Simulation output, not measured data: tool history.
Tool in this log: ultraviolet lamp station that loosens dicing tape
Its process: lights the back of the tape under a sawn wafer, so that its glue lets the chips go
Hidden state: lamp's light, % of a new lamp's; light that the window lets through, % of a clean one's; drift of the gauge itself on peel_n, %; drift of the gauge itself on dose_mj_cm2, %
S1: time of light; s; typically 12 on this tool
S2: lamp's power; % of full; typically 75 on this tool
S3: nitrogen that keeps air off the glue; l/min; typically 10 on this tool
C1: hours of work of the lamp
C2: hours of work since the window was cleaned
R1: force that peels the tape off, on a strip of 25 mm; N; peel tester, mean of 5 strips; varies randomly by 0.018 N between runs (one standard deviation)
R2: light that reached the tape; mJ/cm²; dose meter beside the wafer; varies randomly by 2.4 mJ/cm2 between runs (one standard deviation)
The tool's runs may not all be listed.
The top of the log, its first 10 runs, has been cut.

run,hour,S1,S2,S3,C1,C2,R1,R2
11,79.8,12,75,5,245,188,1.499,250
12,89.8,7,75,10,252,195,2.35,147
13,95.8,7,75,10,256,199,2.428,149
14,104,7,75,10,262,205,2.408,145
15,111.7,7,75,10,267,210,2.348,144
16,118.6,12,75,10,272,215,1.122,252
17,129.7,12,75,10,279,223,1.101,252
18,136.4,12,75,10,284,227,1.086,248
19,143,17,75,10,289,232,0.555,358
20,149.2,17,75,10,293,236,0.526,355
21,155.6,17,75,10,297,241,0.545,352
22,165.2,19,75,10,304,247,0.425,394
23,174.9,19,75,10,311,254,0.417,388
24,185.4,19,66,6,318,261,0.789,340
25,191.3,20,66,6,322,265,0.702,361

Run 26 is up next; what results do you expect?
26,196.9,20,91,3,326,269,?,?

{"run 26": {"R1": 0.556, "R2": 494}}
If the tool had no hidden condition, the same run with the same run-to-run variation would have returned R1 0.399 N, R2 569 mJ/cm².

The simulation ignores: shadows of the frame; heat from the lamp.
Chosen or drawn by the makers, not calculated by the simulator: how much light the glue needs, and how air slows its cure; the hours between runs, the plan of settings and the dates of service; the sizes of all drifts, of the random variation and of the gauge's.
